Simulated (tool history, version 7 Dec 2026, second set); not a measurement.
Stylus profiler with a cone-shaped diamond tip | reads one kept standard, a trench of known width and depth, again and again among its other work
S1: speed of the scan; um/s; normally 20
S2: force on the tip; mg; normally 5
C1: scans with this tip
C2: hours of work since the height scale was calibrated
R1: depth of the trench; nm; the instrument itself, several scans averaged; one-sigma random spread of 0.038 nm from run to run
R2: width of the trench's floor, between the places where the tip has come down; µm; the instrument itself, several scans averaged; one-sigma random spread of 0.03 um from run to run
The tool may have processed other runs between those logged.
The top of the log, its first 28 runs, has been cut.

run	hour	S1	S2	C1	C2	R1	R2
29	887.5	5	13.93	7241	925	210.94	97.04
30	912	6	3.69	7393	944	204.74	97.03
31	938.6	34	2.89	7557	965	204.01	96.96
32	960.6	18	1.68	7693	983	202.87	96.96
33	994.6	18	1.68	7903	1009	202.95	96.9
34	1029.2	64	5.17	8118	1037	205.77	96.85
35	1069.3	9	4.45	8365	1068	205.29	96.89
36	1086.9	6	3.24	8474	1082	204.38	96.87

Each row is a separate what-if for the run after 36, all from the same tool condition, not one after another. Results?
# hour 1108.6: new tip fitted, height scale calibrated
A	1119.2	6	6.32	65	8	?	?
# hour 1108.6: new tip fitted, height scale calibrated
B	1119.2	16	8.35	65	8	?	?
# hour 1108.6: new tip fitted, height scale calibrated
C	1119.2	61	3.24	65	8	?	?
# hour 1108.6: new tip fitted, height scale calibrated
D	1119.2	27	4.38	65	8	?	?

run	R1	R2
A	206.27	98.25
B	207.67	98.22
C	204.02	98.22
D	204.98	98.24
Without the tool's hidden state the same runs would have given:
run	R1	R2
A	206.23	98.26
B	207.62	98.23
C	203.97	98.23
D	204.94	98.24
